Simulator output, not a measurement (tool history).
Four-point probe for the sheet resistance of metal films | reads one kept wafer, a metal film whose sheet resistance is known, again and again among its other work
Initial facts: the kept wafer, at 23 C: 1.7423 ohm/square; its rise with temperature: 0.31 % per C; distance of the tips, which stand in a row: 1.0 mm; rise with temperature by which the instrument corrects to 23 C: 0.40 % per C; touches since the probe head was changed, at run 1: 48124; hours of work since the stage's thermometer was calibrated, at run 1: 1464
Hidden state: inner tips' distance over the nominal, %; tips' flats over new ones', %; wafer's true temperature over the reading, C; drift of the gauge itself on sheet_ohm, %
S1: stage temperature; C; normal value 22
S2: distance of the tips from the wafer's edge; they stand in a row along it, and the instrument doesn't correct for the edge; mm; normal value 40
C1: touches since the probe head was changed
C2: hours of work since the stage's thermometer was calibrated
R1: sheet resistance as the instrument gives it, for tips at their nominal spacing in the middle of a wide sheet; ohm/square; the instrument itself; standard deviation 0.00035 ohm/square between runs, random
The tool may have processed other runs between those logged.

run   hour  S1  S2     C1    C2        R1
  1      0  22  40  48124  1464   1.76165
  2   46.8  22  13  49565  1496  1.766904
  3  100.1  22  13  51208  1532  1.767467
  4  141.6  22  35  52486  1559  1.763923
  5  183.4  22  35  53776  1587   1.76393
  6  236.3  22  35  55404  1623  1.764123
  7  269.1  22  40  56414  1645  1.764527
  8  295.1  22  40  57217  1662  1.764738
  9  346.3  31  40  58792  1697  1.751763
 10  386.4  19  12  60030  1724  1.777643
 11  413.9  19  12  60876  1742  1.778008
 12  451.5  22   9  62036  1767  1.777357
 13  479.6  34   7  62901  1786  1.765966
 14  503.4  24  40  63632  1802  1.763116
 15  537.4  25  14  64679  1825  1.767033
 16  584.3  22   4  66126  1856  1.824691
 17  634.5  24   4  67671  1890  1.822006

Alternative continuations, all from the tool just after run 17; predict every row:
  A  684.1  24   6  69201  1923   ?
  B  684.1  27  14  69201  1923   ?
  C  684.1  29  26  69201  1923   ?
  D  684.1  31  40  69201  1923   ?
  E  684.1  21   8  69201  1923   ?

run        R1
  A  1.791158
  B   1.76475
  C   1.75841
  D   1.75478
  E   1.78487
Had the tool no hidden state, the same runs would have come out as:
run        R1
  A  1.766502
  B  1.740416
  C  1.734149
  D  1.730556
  E  1.760304
